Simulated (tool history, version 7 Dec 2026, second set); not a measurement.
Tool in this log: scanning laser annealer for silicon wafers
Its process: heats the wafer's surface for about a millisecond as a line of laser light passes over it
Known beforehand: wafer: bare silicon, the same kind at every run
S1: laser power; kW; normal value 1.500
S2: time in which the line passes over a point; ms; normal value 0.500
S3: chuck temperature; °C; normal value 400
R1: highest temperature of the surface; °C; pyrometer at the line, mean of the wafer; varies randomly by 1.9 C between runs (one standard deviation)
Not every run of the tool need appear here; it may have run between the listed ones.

run,day,S1,S2,S3,R1
1,0.000,1.500,0.500,400,1102
2,2.550,1.500,0.500,400,1105
3,4.717,1.500,0.500,400,1105
4,6.283,1.500,0.459,400,1068
# day 7.396: window over the wafer cleaned
5,8.183,1.500,0.459,440,1103
6,11.129,1.500,0.459,440,1098
7,13.638,1.500,0.520,400,1111
# day 16.350: window over the wafer cleaned, once more
8,16.350,1.463,0.520,400,1123
9,17.750,1.500,0.500,400,1122
10,19.933,1.500,0.500,400,1124
11,22.521,1.500,0.500,425,1149
12,24.929,1.500,0.500,425,1144
13,26.554,1.500,0.500,425,1145
14,28.062,1.500,0.500,434,1156
15,29.442,1.500,0.500,427,1146
16,30.942,1.500,0.393,408,1034
17,32.846,1.500,0.504,400,1125
18,34.225,1.500,0.504,400,1121
19,35.792,1.510,0.500,400,1125
20,38.200,1.510,0.500,400,1123
21,41.146,1.510,0.500,400,1123
22,42.704,1.455,0.471,395,1064
23,44.742,1.455,0.471,395,1062
24,46.879,1.290,0.366,400,906
25,49.200,1.290,0.366,414,918

4 options for the next run, each taken on its own from the tool as it stands now. Forecast them:
A,51.367,1.497,0.517,367,?
B,51.367,1.325,0.366,380,?
C,51.367,1.497,0.423,366,?
D,51.367,1.465,0.390,419,?

run,R1
A,1095
B,897
C,1010
D,1020
With the hidden condition removed and each run's random variation left untouched, the same runs would have given:
run,R1
A,1107
B,906
C,1021
D,1030

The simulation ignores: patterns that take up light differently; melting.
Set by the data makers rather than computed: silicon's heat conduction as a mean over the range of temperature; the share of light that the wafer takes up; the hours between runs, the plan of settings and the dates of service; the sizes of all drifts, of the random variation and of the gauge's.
